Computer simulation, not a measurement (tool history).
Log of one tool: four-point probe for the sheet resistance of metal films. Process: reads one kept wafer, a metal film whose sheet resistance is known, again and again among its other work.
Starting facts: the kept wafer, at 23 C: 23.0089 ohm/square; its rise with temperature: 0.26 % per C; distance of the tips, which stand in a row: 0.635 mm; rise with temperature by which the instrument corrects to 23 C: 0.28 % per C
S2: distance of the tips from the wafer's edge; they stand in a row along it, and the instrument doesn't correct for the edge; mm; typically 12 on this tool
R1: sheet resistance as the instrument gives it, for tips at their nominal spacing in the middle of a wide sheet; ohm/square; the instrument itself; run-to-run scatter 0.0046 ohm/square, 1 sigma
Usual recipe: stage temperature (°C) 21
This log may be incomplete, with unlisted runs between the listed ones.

{"run": 1, "hour": 0.0, "stage temperature (°C)": 21, "S2": 12, "R1": 22.958012}
{"run": 2, "hour": 32.5, "stage temperature (°C)": 21, "S2": 12, "R1": 22.958972}
{"run": 3, "hour": 66.3, "stage temperature (°C)": 21, "S2": 12, "R1": 22.95045}
{"run": 4, "hour": 93.2, "stage temperature (°C)": 21, "S2": 5, "R1": 23.121319}
{"run": 5, "hour": 123.0, "stage temperature (°C)": 21, "S2": 12, "R1": 22.958055}
{"run": 6, "hour": 166.9, "stage temperature (°C)": 21, "S2": 12, "R1": 22.948076}
{"run": 7, "hour": 194.3, "stage temperature (°C)": 21, "S2": 12, "R1": 22.943654}
{"run": 8, "hour": 236.5, "stage temperature (°C)": 21, "S2": 12, "R1": 22.949844}
{"run": 9, "hour": 284.2, "stage temperature (°C)": 21, "S2": 12, "R1": 22.938617}
{"run": 10, "hour": 321.7, "stage temperature (°C)": 21, "S2": 12, "R1": 22.930345}
{"run": 11, "hour": 367.7, "stage temperature (°C)": 21, "S2": 12, "R1": 22.928464}
{"run": 12, "hour": 404.8, "stage temperature (°C)": 20, "S2": 12, "R1": 22.929301}
{"run": 13, "hour": 450.2, "stage temperature (°C)": 20, "S2": 12, "R1": 22.920473}
{"run": 14, "hour": 475.9, "stage temperature (°C)": 20, "S2": 12, "R1": 22.932546}
{"run": 15, "hour": 520.5, "stage temperature (°C)": 20, "S2": 12, "R1": 22.920458}
{"run": 16, "hour": 561.0, "stage temperature (°C)": 22, "S2": 12, "R1": 22.908067}
{"run": 17, "hour": 584.4, "stage temperature (°C)": 22, "S2": 8, "R1": 22.957997}
{"run": 18, "hour": 620.9, "stage temperature (°C)": 22, "S2": 12, "R1": 22.904465}
{"hour": 624.7, "done": "stage's thermometer calibrated"}
{"run": 19, "hour": 670.0, "stage temperature (°C)": 21, "S2": 23, "R1": 22.878726}
{"run": 20, "hour": 698.3, "stage temperature (°C)": 21, "S2": 23, "R1": 22.867569}
{"run": 21, "hour": 728.0, "stage temperature (°C)": 21, "S2": 23, "R1": 22.873886}
{"hour": 736.1, "done": "stage's thermometer calibrated, once more"}
{"run": 22, "hour": 769.0, "stage temperature (°C)": 21, "S2": 23, "R1": 22.879888}
{"run": 23, "hour": 801.6, "stage temperature (°C)": 21, "S2": 23, "R1": 22.867387}
{"run": 24, "hour": 843.2, "stage temperature (°C)": 21, "S2": 23, "R1": 22.872692}
{"run": 25, "hour": 892.7, "stage temperature (°C)": 21, "S2": 5, "R1": 23.053728}
{"run": 26, "hour": 929.4, "stage temperature (°C)": 26, "S2": 16, "R1": 22.858319}
{"run": 27, "hour": 951.2, "stage temperature (°C)": 21, "S2": 9, "R1": 22.920191}
{"run": 28, "hour": 973.5, "stage temperature (°C)": 27, "S2": 3, "R1": 23.36378}
{"run": 29, "hour": 1018.9, "stage temperature (°C)": 27, "S2": 3, "R1": 23.359483}
{"run": 30, "hour": 1060.7, "stage temperature (°C)": 34, "S2": 5, "R1": 22.98598}
{"run": 31, "hour": 1082.1, "stage temperature (°C)": 18, "S2": 32, "R1": 22.852958}
{"run": 32, "hour": 1125.9, "stage temperature (°C)": 32, "S2": 32, "R1": 22.800571}
{"run": 33, "hour": 1158.9, "stage temperature (°C)": 20, "S2": 4, "R1": 23.145671}
{"run": 34, "hour": 1207.3, "stage temperature (°C)": 27, "S2": 11, "R1": 22.85412}
{"run": 35, "hour": 1246.6, "stage temperature (°C)": 28, "S2": 12, "R1": 22.835858}
{"run": 36, "hour": 1271.0, "stage temperature (°C)": 26, "S2": 22, "R1": 22.81361}
{"run": 37, "hour": 1302.7, "stage temperature (°C)": 20, "S2": 55, "R1": 22.821925}
{"run": 38, "hour": 1346.2, "stage temperature (°C)": 29, "S2": 24, "R1": 22.800463}
{"run": 39, "hour": 1368.8, "stage temperature (°C)": 34, "S2": 31, "R1": 22.762472}
{"run": 40, "hour": 1417.0, "stage temperature (°C)": 34, "S2": 31, "R1": 22.766528}
{"run": 41, "hour": 1442.4, "stage temperature (°C)": 34, "S2": 23, "R1": 22.767032}
{"run": 42, "hour": 1479.2, "stage temperature (°C)": 34, "S2": 23, "R1": 22.76516}
{"run": 43, "hour": 1504.4, "stage temperature (°C)": 34, "S2": 23, "R1": 22.765596}
{"run": 44, "hour": 1529.8, "stage temperature (°C)": 31, "S2": 8, "R1": 22.844447}
{"run": 45, "hour": 1570.7, "stage temperature (°C)": 18, "S2": 50, "R1": 22.816586}

What if the next run were any one of these 4? Each begins from the tool's condition after run 45:
{"run": "A", "hour": 1610.2, "stage temperature (°C)": 22, "S2": 65, "R1": "?"}
{"run": "B", "hour": 1610.2, "stage temperature (°C)": 29, "S2": 22, "R1": "?"}
{"run": "C", "hour": 1610.2, "stage temperature (°C)": 28, "S2": 47, "R1": "?"}
{"run": "D", "hour": 1610.2, "stage temperature (°C)": 25, "S2": 5, "R1": "?"}

run=A R1=22.804678
run=B R1=22.772110
run=C R1=22.768227
run=D R1=22.976503
Take away the tool's hidden state, keep each run's random variation, and the runs would have read:
run=A R1=23.022712
run=B R1=22.989575
run=C R1=22.985695
run=D R1=23.195934
